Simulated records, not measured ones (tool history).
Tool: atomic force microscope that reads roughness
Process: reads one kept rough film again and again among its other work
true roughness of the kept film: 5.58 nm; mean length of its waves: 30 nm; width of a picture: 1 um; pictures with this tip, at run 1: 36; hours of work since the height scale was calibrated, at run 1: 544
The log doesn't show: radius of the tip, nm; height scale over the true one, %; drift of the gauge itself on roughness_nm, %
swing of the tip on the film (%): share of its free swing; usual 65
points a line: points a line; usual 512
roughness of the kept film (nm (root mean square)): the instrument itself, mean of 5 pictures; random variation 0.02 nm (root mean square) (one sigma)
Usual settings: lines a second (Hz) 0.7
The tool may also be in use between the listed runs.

run   hour  lines a second (Hz)  swing of the tip on the film (%)  points a line  pictures with this tip  hours of work since the height scale was calibrated  roughness of the kept film (nm (root mean square))
  1      0                  0.7                                65            512                      36                                                  544                                               4.869
  2   16.6                  0.7                                65            512                      50                                                  553                                                4.84
  3   40.8                  0.7                                65            512                      69                                                  566                                               4.884
  4   63.7                  0.7                                65            512                      88                                                  578                                               4.876
  5   89.1                  0.7                                65            512                     108                                                  592                                               4.868
  6  111.6                  0.7                                65            512                     127                                                  604                                                4.87
  7  134.2                  0.7                                65            512                     145                                                  616                                               4.849
     148.8  -- new tip fitted
  8  158.6                0.756                                65            512                       8                                                  629                                               4.869
  9    175                0.756                                65            512                      21                                                  638                                               4.851
 10  197.6                0.756                                65            703                      39                                                  650                                               4.893
 11  216.3                2.762                                86            450                      55                                                  660                                               4.252
 12  239.6                2.762                                86            450                      74                                                  673                                               4.252
 13  253.1                2.762                                86            450                      85                                                  680                                               4.253

The next listed run, before its measurement:
 14   276                0.686                                74            925                     103                                                  692                                                   ?

roughness of the kept film (nm (root mean square)): 4.843
Without the tool's hidden state the same run would have given roughness of the kept film (nm (root mean square)) 4.856.

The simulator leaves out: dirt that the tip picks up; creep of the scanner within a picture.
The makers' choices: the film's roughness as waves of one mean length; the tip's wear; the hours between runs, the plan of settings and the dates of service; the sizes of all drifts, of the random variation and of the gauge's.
